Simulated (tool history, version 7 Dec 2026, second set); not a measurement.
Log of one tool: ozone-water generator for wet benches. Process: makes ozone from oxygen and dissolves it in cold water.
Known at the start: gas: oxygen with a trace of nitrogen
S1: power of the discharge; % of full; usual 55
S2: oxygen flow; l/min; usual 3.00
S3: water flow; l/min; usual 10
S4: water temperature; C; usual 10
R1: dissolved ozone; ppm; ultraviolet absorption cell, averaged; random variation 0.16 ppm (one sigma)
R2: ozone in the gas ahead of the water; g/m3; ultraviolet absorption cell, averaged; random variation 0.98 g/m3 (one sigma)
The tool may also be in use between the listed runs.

Run 1, day 0.000: usual settings. Result: R1 21.3 ppm, R2 167.7 g/m3.
Run 2, day 1.221: usual settings. Result: R1 21.2 ppm, R2 166.2 g/m3.
Run 3, day 2.721: usual settings but S4 7 C. Result: R1 22.2 ppm, R2 169.0 g/m3.
Run 4, day 3.504: usual settings but S4 12 C. Result: R1 20.9 ppm, R2 168.7 g/m3.
Run 5, day 4.562: usual settings but S4 12 C. Result: R1 20.7 ppm, R2 168.4 g/m3.
Run 6, day 5.758: usual settings but S4 13 C. Result: R1 20.3 ppm, R2 168.7 g/m3.
Run 7, day 6.579: usual settings. Result: R1 21.2 ppm, R2 168.3 g/m3.
Run 8, day 7.667: usual settings but S4 7 C. Result: R1 21.9 ppm, R2 168.3 g/m3.
Run 9, day 9.033: usual settings. Result: R1 21.3 ppm, R2 167.9 g/m3.
Run 10, day 10.308: usual settings but S1 86 % of full. Result: R1 31.9 ppm, R2 255.1 g/m3.
Run 11, day 11.317: usual settings but S1 86 % of full. Result: R1 32.6 ppm, R2 258.9 g/m3.
Run 12, day 12.004: usual settings but S1 86 % of full, S3 14 l/min, S4 13 C. Result: R1 23.1 ppm, R2 255.2 g/m3.
Run 13, day 13.425: usual settings but S1 49 % of full, S2 2.59 l/min, S4 6 C. Result: R1 20.2 ppm, R2 166.5 g/m3.
Run 14, day 14.267: usual settings but S2 4.51 l/min, S3 9 l/min. Result: R1 22.1 ppm, R2 131.7 g/m3.
Run 15, day 15.458: usual settings but S3 13 l/min, S4 9 C. Result: R1 17.2 ppm, R2 170.4 g/m3.
Run 16, day 16.588: usual settings but S1 42 % of full, S3 8 l/min, S4 11 C. Result: R1 19.5 ppm, R2 131.3 g/m3.
Run 17, day 17.704: usual settings but S1 42 % of full, S3 8 l/min, S4 11 C. Result: R1 19.5 ppm, R2 134.2 g/m3.
Run 18, day 19.000: usual settings but S1 96 % of full, S3 14 l/min, S4 8 C. Result: R1 26.9 ppm, R2 287.1 g/m3.
Run 19, day 19.817: usual settings but S1 68 % of full, S3 16 l/min, S4 14 C. Result: R1 16.6 ppm, R2 210.6 g/m3.
Run 20, day 20.600: usual settings but S1 68 % of full, S3 16 l/min, S4 14 C. Result: R1 16.4 ppm, R2 207.9 g/m3.
Run 21, day 21.988: usual settings but S1 91 % of full, S3 16 l/min, S4 8 C. Result: R1 22.7 ppm, R2 273.3 g/m3.

Forecast each of these 4 alternatives for the next run:
Run A, day 23.167: usual settings but S1 95 % of full, S3 7 l/min. Result: R1 ?, R2 ?.
Run B, day 23.167: usual settings but S1 91 % of full, S2 1.61 l/min, S3 13 l/min, S4 13 C. Result: R1 ?, R2 ?.
Run C, day 23.167: usual settings but S1 63 % of full, S2 1.83 l/min, S4 16 C. Result: R1 ?, R2 ?.
Run D, day 23.167: usual settings but S1 91 % of full, S2 2.03 l/min, S3 16 l/min, S4 7 C. Result: R1 ?, R2 ?.

run    R1     R2
  A  46.6  287.4
  B  25.1  405.3
  C  22.7  264.3
  D  22.1  351.4
Without the tool's hidden state the same runs would have given:
run    R1     R2
  A  46.6  281.7
  B  25.1  397.1
  C  22.7  259.0
  D  22.2  344.3
